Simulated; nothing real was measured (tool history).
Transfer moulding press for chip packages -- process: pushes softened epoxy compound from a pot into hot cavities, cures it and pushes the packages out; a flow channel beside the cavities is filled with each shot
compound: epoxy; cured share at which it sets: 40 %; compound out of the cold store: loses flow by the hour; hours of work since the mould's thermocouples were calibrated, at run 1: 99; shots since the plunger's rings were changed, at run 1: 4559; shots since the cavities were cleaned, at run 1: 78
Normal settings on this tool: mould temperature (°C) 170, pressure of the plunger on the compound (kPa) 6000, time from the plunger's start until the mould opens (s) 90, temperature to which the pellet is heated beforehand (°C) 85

run,hour,mould temperature (°C),pressure of the plunger on the compound (kPa),time from the plunger's start until the mould opens (s),temperature to which the pellet is heated beforehand (°C),hours of work since the mould's thermocouples were calibrated,shots since the plunger's rings were changed,shots since the cavities were cleaned,incoming compound's hours out of the cold store,length that the compound runs in the flow channel (mm),greatest force on the pins that push the packages out (N)
1,0,170,6000,90,85,99,4559,78,30.7,510,308
2,57.4,170,6000,90,85,133,5221,740,46.2,489,290
# hour 80: cavities cleaned with cleaning compound and waxed
3,95.8,170,6000,90,85,154,5647,182,23.4,530,286
4,122.3,170,6000,90,85,170,5953,488,36.9,501,303
5,153.8,170,6000,90,85,188,6317,852,16.3,540,315
# hour 165.3: cavities cleaned with cleaning compound and waxed
# hour 204: plunger's sealing rings changed
6,217.8,170,6000,125,85,223,159,577,29.7,521,280
7,249.4,170,6000,90,85,241,524,942,32.2,517,289
# hour 254: cavities cleaned with cleaning compound and waxed
8,314.5,170,6000,90,85,278,1258,698,28.3,519,298
# hour 341.7: cavities cleaned with cleaning compound and waxed
9,377.9,170,6000,90,85,314,1972,418,22.6,530,314
# hour 428.5: cavities cleaned with cleaning compound and waxed
10,441.3,170,6000,90,85,350,2687,148,38.4,502,292
11,504.1,170,4760,90,85,387,3411,872,38.1,451,307
# hour 512.1: cavities cleaned with cleaning compound and waxed
12,557.3,170,4760,90,85,417,4008,522,30.5,458,295
# hour 599.6: cavities cleaned with cleaning compound and waxed
13,604.8,170,6060,90,85,444,4539,61,42.2,500,304
14,645.3,170,6060,90,85,467,5006,528,47.2,497,285
# hour 684.2: cavities cleaned with cleaning compound and waxed
15,694.7,170,6060,90,85,495,5558,121,36.4,511,312
16,757,171,6170,126,82,532,6278,841,28.9,521,266
# hour 772.4: cavities cleaned with cleaning compound and waxed
17,804.9,171,6170,126,82,559,6813,375,10.8,557,272
# hour 810.8: plunger's sealing rings changed
18,836.4,171,6170,126,82,576,296,710,38.1,507,279
# hour 859.5: cavities cleaned with cleaning compound and waxed
19,864.5,171,6170,126,82,591,602,57,18.8,547,275
20,913.6,170,6000,82,85,620,1170,625,8.9,556,337
# hour 932.1: mould's thermocouples calibrated
# hour 945.7: cavities cleaned with cleaning compound and waxed
21,977.8,170,6000,82,85,26,1870,370,26.1,529,333
22,1007.2,170,6000,82,85,43,2210,710,36.1,515,326
# hour 1030.8: cavities cleaned with cleaning compound and waxed
23,1039.7,176,5560,82,86,61,2567,103,25.7,485,280
24,1076.6,173,6670,93,75,82,2993,529,28.3,546,291
# hour 1116: cavities cleaned with cleaning compound and waxed
25,1127.3,173,6670,93,75,111,3561,131,26.7,540,275
26,1175.6,173,6670,92,75,139,4118,688,19.2,548,290
# hour 1200.4: cavities cleaned with cleaning compound and waxed
27,1205.7,170,6000,90,92,156,4449,62,38.1,498,293

Hidden condition of the tool, last listed run before each entry between runs versus first listed run after:
From run 2 to run 3: cavities cleaned with cleaning compound and waxed (hour 80)
  pressure that reaches the compound, % of what is set: 99.74 -> 99.72; grip of the stained cavities, % over clean ones': 1 -> 0.3
From run 5 to run 6: cavities cleaned with cleaning compound and waxed (hour 165.3); plunger's sealing rings changed (hour 204)
  true mould temperature over the reading, C: 0.01 -> 0; pressure that reaches the compound, % of what is set: 99.69 -> 99.99; grip of the stained cavities, % over clean ones': 1 -> 0.8
From run 7 to run 8: cavities cleaned with cleaning compound and waxed (hour 254)
  pressure that reaches the compound, % of what is set: 99.97 -> 99.93; grip of the stained cavities, % over clean ones': 1.1 -> 0.9
From run 8 to run 9: cavities cleaned with cleaning compound and waxed (hour 341.7)
  pressure that reaches the compound, % of what is set: 99.93 -> 99.9; grip of the stained cavities, % over clean ones': 0.9 -> 0.6
From run 9 to run 10: cavities cleaned with cleaning compound and waxed (hour 428.5)
  pressure that reaches the compound, % of what is set: 99.9 -> 99.86; grip of the stained cavities, % over clean ones': 0.6 -> 0.3
From run 11 to run 12: cavities cleaned with cleaning compound and waxed (hour 512.1)
  pressure that reaches the compound, % of what is set: 99.83 -> 99.8; grip of the stained cavities, % over clean ones': 1.1 -> 0.8
From run 12 to run 13: cavities cleaned with cleaning compound and waxed (hour 599.6)
  pressure that reaches the compound, % of what is set: 99.8 -> 99.77; grip of the stained cavities, % over clean ones': 0.8 -> 0.2
From run 14 to run 15: cavities cleaned with cleaning compound and waxed (hour 684.2)
  pressure that reaches the compound, % of what is set: 99.75 -> 99.72; grip of the stained cavities, % over clean ones': 0.8 -> 0.2
From run 16 to run 17: cavities cleaned with cleaning compound and waxed (hour 772.4)
  pressure that reaches the compound, % of what is set: 99.69 -> 99.66; grip of the stained cavities, % over clean ones': 1 -> 0.6
From run 17 to run 18: plunger's sealing rings changed (hour 810.8)
  pressure that reaches the compound, % of what is set: 99.66 -> 99.97; grip of the stained cavities, % over clean ones': 0.6 -> 0.9
From run 18 to run 19: cavities cleaned with cleaning compound and waxed (hour 859.5)
  pressure that reaches the compound, % of what is set: 99.97 -> 99.95; grip of the stained cavities, % over clean ones': 0.9 -> 0.1
From run 20 to run 21: mould's thermocouples calibrated (hour 932.1); cavities cleaned with cleaning compound and waxed (hour 945.7)
  pressure that reaches the compound, % of what is set: 99.93 -> 99.89; grip of the stained cavities, % over clean ones': 0.8 -> 0.6
From run 22 to run 23: cavities cleaned with cleaning compound and waxed (hour 1030.8)
  pressure that reaches the compound, % of what is set: 99.88 -> 99.86; grip of the stained cavities, % over clean ones': 0.9 -> 0.2
From run 24 to run 25: cavities cleaned with cleaning compound and waxed (hour 1116)
  pressure that reaches the compound, % of what is set: 99.84 -> 99.82; grip of the stained cavities, % over clean ones': 0.8 -> 0.3
From run 26 to run 27: cavities cleaned with cleaning compound and waxed (hour 1200.4)
  pressure that reaches the compound, % of what is set: 99.79 -> 99.77; grip of the stained cavities, % over clean ones': 0.9 -> 0.1
